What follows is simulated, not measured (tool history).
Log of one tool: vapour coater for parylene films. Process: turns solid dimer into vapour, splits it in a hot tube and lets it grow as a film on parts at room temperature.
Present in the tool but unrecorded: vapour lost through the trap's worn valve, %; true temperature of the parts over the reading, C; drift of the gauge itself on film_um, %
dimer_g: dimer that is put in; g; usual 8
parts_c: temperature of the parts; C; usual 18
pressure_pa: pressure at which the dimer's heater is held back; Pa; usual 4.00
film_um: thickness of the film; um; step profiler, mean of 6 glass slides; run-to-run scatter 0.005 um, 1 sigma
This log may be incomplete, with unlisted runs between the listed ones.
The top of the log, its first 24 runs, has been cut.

| run | hour | dimer_g | parts_c | pressure_pa | hours of work since the trap's valve was overhauled | hours of work since the table's thermometer was calibrated | film_um |
|---|---|---|---|---|---|---|---|
| 25 | 1108.1 | 4 | 29 | 10.52 | 397 | 778 | 0.382 |
| 26 | 1147.5 | 3 | 18 | 4.00 | 417 | 798 | 0.528 |
| 27 | 1205.5 | 3 | 18 | 4.00 | 445 | 826 | 0.525 |
| 28 | 1267.9 | 6 | 25 | 3.86 | 477 | 858 | 0.781 |
| 29 | 1315.2 | 6 | 25 | 3.86 | 500 | 881 | 0.768 |
| 30 | 1386.6 | 13 | 25 | 9.97 | 536 | 917 | 1.449 |
| 31 | 1418.0 | 8 | 28 | 3.94 | 552 | 933 | 0.888 |
| 32 | 1475.9 | 5 | 11 | 4.68 | 581 | 962 | 1.153 |
| 33 | 1514.9 | 9 | 18 | 4.00 | 600 | 981 | 1.556 |
|  | 1571.2 | trap's valve overhauled |
| 34 | 1591.5 | 6 | 13 | 2.53 | 10 | 1017 | 1.473 |
| 35 | 1635.3 | 6 | 13 | 2.53 | 32 | 1039 | 1.473 |
| 36 | 1693.8 | 6 | 13 | 2.53 | 61 | 1068 | 1.468 |
| 37 | 1747.9 | 13 | 13 | 6.90 | 88 | 1095 | 2.737 |
| 38 | 1797.5 | 3 | 19 | 6.90 | 113 | 1120 | 0.481 |
| 39 | 1840.9 | 12 | 20 | 8.86 | 135 | 1142 | 1.781 |
| 40 | 1879.8 | 12 | 20 | 8.86 | 154 | 1161 | 1.777 |
| 41 | 1933.1 | 12 | 20 | 8.86 | 181 | 1188 | 1.779 |
| 42 | 2005.0 | 7 | 18 | 3.49 | 217 | 1224 | 1.292 |
| 43 | 2060.1 | 9 | 19 | 7.59 | 244 | 1251 | 1.413 |
| 44 | 2128.9 | 7 | 21 | 4.00 | 279 | 1286 | 1.101 |
| 45 | 2187.3 | 7 | 21 | 4.00 | 308 | 1315 | 1.095 |
| 46 | 2223.7 | 3 | 19 | 4.98 | 326 | 1333 | 0.498 |

4 options for the next run, each taken on its own from the tool as it stands now. Forecast them:
| A | 2276.0 | 3 | 23 | 2.29 | 352 | 1359 | ? |
| B | 2276.0 | 4 | 29 | 4.00 | 352 | 1359 | ? |
| C | 2276.0 | 12 | 19 | 3.64 | 352 | 1359 | ? |
| D | 2276.0 | 8 | 11 | 4.00 | 352 | 1359 | ? |

| run | film_um |
|---|---|
| A | 0.470 |
| B | 0.448 |
| C | 2.086 |
| D | 1.958 |
Stripped of hidden state, with their random variation kept, the same runs would have yielded:
| run | film_um |
|---|---|
| A | 0.482 |
| B | 0.458 |
| C | 2.138 |
| D | 2.006 |

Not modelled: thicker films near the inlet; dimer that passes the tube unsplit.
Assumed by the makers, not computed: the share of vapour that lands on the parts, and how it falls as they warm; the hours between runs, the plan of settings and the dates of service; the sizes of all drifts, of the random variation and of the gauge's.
